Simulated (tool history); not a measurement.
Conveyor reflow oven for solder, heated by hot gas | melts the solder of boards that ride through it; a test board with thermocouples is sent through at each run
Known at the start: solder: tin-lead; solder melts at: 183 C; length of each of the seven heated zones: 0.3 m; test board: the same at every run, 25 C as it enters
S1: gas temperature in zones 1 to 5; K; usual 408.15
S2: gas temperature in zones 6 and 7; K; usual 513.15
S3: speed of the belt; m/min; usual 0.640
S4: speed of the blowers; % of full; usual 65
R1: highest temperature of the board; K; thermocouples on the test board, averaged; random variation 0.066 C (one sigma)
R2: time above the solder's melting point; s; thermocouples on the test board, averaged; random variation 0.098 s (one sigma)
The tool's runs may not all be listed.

{"run": 1, "hour": 0.0, "S1": 408.15, "S2": 513.15, "S3": 0.64, "S4": 65, "R1": 493.39, "R2": 43.27}
{"run": 2, "hour": 25.0, "S1": 408.15, "S2": 513.15, "S3": 0.64, "S4": 65, "R1": 493.44, "R2": 42.96}
{"run": 3, "hour": 41.8, "S1": 408.15, "S2": 513.15, "S3": 0.64, "S4": 65, "R1": 493.39, "R2": 43.28}
{"run": 4, "hour": 61.3, "S1": 408.15, "S2": 513.15, "S3": 0.64, "S4": 65, "R1": 493.5, "R2": 43.11}
{"run": 5, "hour": 83.0, "S1": 408.15, "S2": 513.15, "S3": 0.64, "S4": 65, "R1": 493.33, "R2": 43.23}
{"run": 6, "hour": 107.8, "S1": 408.15, "S2": 513.15, "S3": 0.64, "S4": 65, "R1": 493.21, "R2": 43.19}
{"run": 7, "hour": 134.2, "S1": 408.15, "S2": 513.15, "S3": 0.64, "S4": 65, "R1": 493.36, "R2": 43.17}
{"run": 8, "hour": 163.2, "S1": 408.15, "S2": 513.15, "S3": 0.64, "S4": 65, "R1": 493.09, "R2": 42.96}
{"run": 9, "hour": 186.0, "S1": 408.15, "S2": 527.15, "S3": 0.64, "S4": 65, "R1": 505.31, "R2": 49.1}
{"run": 10, "hour": 215.7, "S1": 408.15, "S2": 513.15, "S3": 0.64, "S4": 65, "R1": 493.11, "R2": 42.92}
{"run": 11, "hour": 243.8, "S1": 408.15, "S2": 513.15, "S3": 0.64, "S4": 65, "R1": 493.11, "R2": 43.06}
{"run": 12, "hour": 256.1, "S1": 408.15, "S2": 513.15, "S3": 0.64, "S4": 72, "R1": 494.94, "R2": 44.34}
{"hour": 263.1, "done": "flux residue cleaned out of gas plates and filters"}
{"run": 13, "hour": 290.4, "S1": 408.15, "S2": 513.15, "S3": 0.594, "S4": 65, "R1": 495.42, "R2": 47.94}
{"run": 14, "hour": 302.8, "S1": 421.15, "S2": 513.15, "S3": 0.64, "S4": 65, "R1": 495.26, "R2": 47.85}
{"hour": 319.0, "done": "flux residue cleaned out of gas plates and filters, once more"}
{"run": 15, "hour": 335.4, "S1": 408.15, "S2": 513.15, "S3": 0.64, "S4": 65, "R1": 493.96, "R2": 43.62}
{"run": 16, "hour": 355.7, "S1": 408.15, "S2": 506.15, "S3": 0.64, "S4": 65, "R1": 487.85, "R2": 40.03}
{"run": 17, "hour": 381.9, "S1": 405.15, "S2": 507.15, "S3": 0.64, "S4": 65, "R1": 488.04, "R2": 39.37}
{"run": 18, "hour": 400.9, "S1": 399.15, "S2": 513.15, "S3": 0.523, "S4": 64, "R1": 499.06, "R2": 54.82}
{"run": 19, "hour": 417.0, "S1": 408.15, "S2": 513.15, "S3": 0.64, "S4": 89, "R1": 499.52, "R2": 46.9}
{"run": 20, "hour": 431.1, "S1": 408.15, "S2": 513.15, "S3": 0.64, "S4": 89, "R1": 499.44, "R2": 46.92}
{"run": 21, "hour": 452.4, "S1": 408.15, "S2": 513.15, "S3": 0.64, "S4": 89, "R1": 499.37, "R2": 46.96}
{"run": 22, "hour": 474.4, "S1": 420.15, "S2": 508.15, "S3": 0.608, "S4": 89, "R1": 497.98, "R2": 52.24}
{"hour": 499.7, "done": "thermocouples of zones 6 and 7 changed"}
{"run": 23, "hour": 502.8, "S1": 395.15, "S2": 513.15, "S3": 0.666, "S4": 65, "R1": 488.1, "R2": 35.5}
{"run": 24, "hour": 531.3, "S1": 395.15, "S2": 513.15, "S3": 0.666, "S4": 65, "R1": 487.95, "R2": 35.34}
{"run": 25, "hour": 558.9, "S1": 418.15, "S2": 527.15, "S3": 0.736, "S4": 67, "R1": 501.37, "R2": 43.51}
{"run": 26, "hour": 586.2, "S1": 407.15, "S2": 527.15, "S3": 0.542, "S4": 67, "R1": 511.29, "R2": 60.89}
{"run": 27, "hour": 607.4, "S1": 407.15, "S2": 527.15, "S3": 0.542, "S4": 59, "R1": 509.03, "R2": 60.09}
{"run": 28, "hour": 632.7, "S1": 407.15, "S2": 527.15, "S3": 0.542, "S4": 59, "R1": 509.0, "R2": 60.07}
{"run": 29, "hour": 651.5, "S1": 400.15, "S2": 505.15, "S3": 0.711, "S4": 72, "R1": 481.69, "R2": 30.08}
{"run": 30, "hour": 672.6, "S1": 400.15, "S2": 505.15, "S3": 0.711, "S4": 72, "R1": 481.73, "R2": 30.14}

Hidden state or all else? Some run-to-run changes of R1, split into what the settings, what came in and random variation would give without the hidden state, and what is left for the hidden state (with any gauge scatter that isn't in both results):
The hidden state here: heat that the gas passes to the board, % of a clean oven's; belt's true speed, % of the reading; true gas temperature in zones 6 and 7 over the reading, C; drift of the gauge itself on peak_c, C; drift of the gauge itself on liquid_s, %.
Run 8 -> 9: S2 513.15 -> 527.15. R1 +12.22 K: hidden state -0.03, all else +12.25.
Run 12 -> 13: S3 0.640 -> 0.594, S4 72 -> 65, flux residue cleaned out of gas plates and filters. R1 +0.48 K: hidden state -0.36, all else +0.84.
Run 14 -> 15: S1 421.15 -> 408.15, flux residue cleaned out of gas plates and filters, once more. R1 -1.30 K: hidden state +1.22, all else -2.52.
Run 22 -> 23: S1 420.15 -> 395.15, S2 508.15 -> 513.15, S3 0.608 -> 0.666, S4 89 -> 65, thermocouples of zones 6 and 7 changed. R1 -9.88 K: hidden state -1.07, all else -8.81.
Run 24 -> 25: S1 395.15 -> 418.15, S2 513.15 -> 527.15, S3 0.666 -> 0.736, S4 65 -> 67. R1 +13.42 K: hidden state -0.08, all else +13.50.
Run 28 -> 29: S1 407.15 -> 400.15, S2 527.15 -> 505.15, S3 0.542 -> 0.711, S4 59 -> 72. R1 -27.31 K: hidden state -0.34, all else -26.97.
